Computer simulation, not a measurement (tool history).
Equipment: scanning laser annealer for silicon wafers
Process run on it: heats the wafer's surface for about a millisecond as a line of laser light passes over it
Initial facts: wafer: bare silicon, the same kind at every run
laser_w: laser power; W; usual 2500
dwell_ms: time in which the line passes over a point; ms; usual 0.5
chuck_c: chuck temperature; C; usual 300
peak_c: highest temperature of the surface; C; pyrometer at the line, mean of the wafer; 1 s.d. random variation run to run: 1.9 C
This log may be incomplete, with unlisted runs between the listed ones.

run	hour	laser_w	dwell_ms	chuck_c	peak_c
1	0	2500	0.5	300	1058
2	7.6	2500	0.5	300	1057
3	14.6	2500	0.5	298	1055
4	23.9	2500	0.5	278	1032
5	35.6	2500	0.5	278	1034
6	44.8	2500	0.5	278	1033
7	53.8	2500	0.5	278	1032
8	65.6	2500	0.5	300	1054
9	73.9	2500	0.5	300	1049
10	79.8	2500	0.5	300	1051
11	85	2500	0.5	300	1052
12	93	2500	0.351	300	920
13	99.6	2500	0.351	300	919
14	110.6	2500	0.351	300	918
15	122.1	2500	0.351	300	918
16	129.6	2500	0.351	300	917
17	136.7	2500	0.351	300	916
18	145.5	2500	0.351	300	915
19	155.7	2500	0.413	300	969
20	165.8	2500	0.5	300	1045
21	171	2571	0.5	298	1069
22	179.8	2571	0.5	316	1086
23	185.9	2695	0.43	322	1081
24	197.2	2191	0.396	290	837
25	204.5	2500	0.5	301	1043
26	210.9	2500	0.5	301	1037
27	220.8	2677	0.5	300	1113
28	232.6	2747	0.57	275	1171
29	237.5	2747	0.57	275	1175
30	243	2747	0.57	275	1172
31	250.7	2271	0.558	300	987
32	257.6	2526	0.429	316	1003
33	265.9	2526	0.582	267	1076
34	273.3	2526	0.582	267	1074
35	279	2427	0.451	328	996
36	290.5	2628	0.49	305	1081
37	296.8	2164	0.407	324	867
38	302.9	2500	0.395	264	908
39	310.6	2485	0.457	300	992
40	320.6	2485	0.487	309	1022

Forecast each of these 5 alternatives for the next run:
A	328.7	2485	0.494	317	?
B	328.7	2679	0.47	310	?
C	328.7	2500	0.576	300	?
D	328.7	2500	0.5	317	?
E	328.7	2627	0.46	309	?

run	peak_c
A	1038
B	1084
C	1084
D	1049
E	1054
Without the tool's unlogged condition, the same runs would have read:
run	peak_c
A	1110
B	1162
C	1163
D	1122
E	1129

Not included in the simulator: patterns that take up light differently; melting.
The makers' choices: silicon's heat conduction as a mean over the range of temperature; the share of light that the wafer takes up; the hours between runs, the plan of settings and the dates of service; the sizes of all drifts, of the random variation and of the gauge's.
